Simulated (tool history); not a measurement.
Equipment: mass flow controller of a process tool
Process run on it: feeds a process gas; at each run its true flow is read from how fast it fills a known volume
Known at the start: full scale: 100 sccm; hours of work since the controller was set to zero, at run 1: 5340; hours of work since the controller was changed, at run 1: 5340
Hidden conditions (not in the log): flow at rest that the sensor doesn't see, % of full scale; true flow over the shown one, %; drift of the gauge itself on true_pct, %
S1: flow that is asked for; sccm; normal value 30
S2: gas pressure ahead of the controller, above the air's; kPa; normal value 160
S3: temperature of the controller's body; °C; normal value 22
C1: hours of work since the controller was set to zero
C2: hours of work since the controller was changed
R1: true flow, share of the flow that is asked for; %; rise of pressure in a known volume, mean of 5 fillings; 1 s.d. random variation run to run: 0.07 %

run 1 hour=0.0 | S1=30 S2=160 S3=22 | C1=5340 C2=5340 | R1=99.43
run 2 hour=162.2 | S1=20 S2=160 S3=22 | C1=5444 C2=5444 | R1=99.20
run 3 hour=304.5 | S1=20 S2=160 S3=22 | C1=5535 C2=5535 | R1=99.19
run 4 hour=462.3 | S1=20 S2=160 S3=22 | C1=5636 C2=5636 | R1=99.28
run 5 hour=633.3 | S1=20 S2=160 S3=22 | C1=5746 C2=5746 | R1=99.33
run 6 hour=793.0 | S1=86 S2=213 S3=26 | C1=5849 C2=5849 | R1=99.79
run 7 hour=942.8 | S1=15 S2=195 S3=21 | C1=5945 C2=5945 | R1=98.92
run 8 hour=1030.1 | S1=30 S2=160 S3=32 | C1=6001 C2=6001 | R1=99.81
-- hour=1136.3 controller exchanged for a calibrated one
run 9 hour=1158.4 | S1=80 S2=144 S3=21 | C1=14 C2=14 | R1=100.06

Predict the results of run 10:
run 10 hour=1244.0 | S1=15 S2=145 S3=21 | C1=69 C2=69 | R1=?

{"run 10": {"R1": 99.32}}
Minus the tool's unlogged condition, the same run would have read R1 99.32 %.
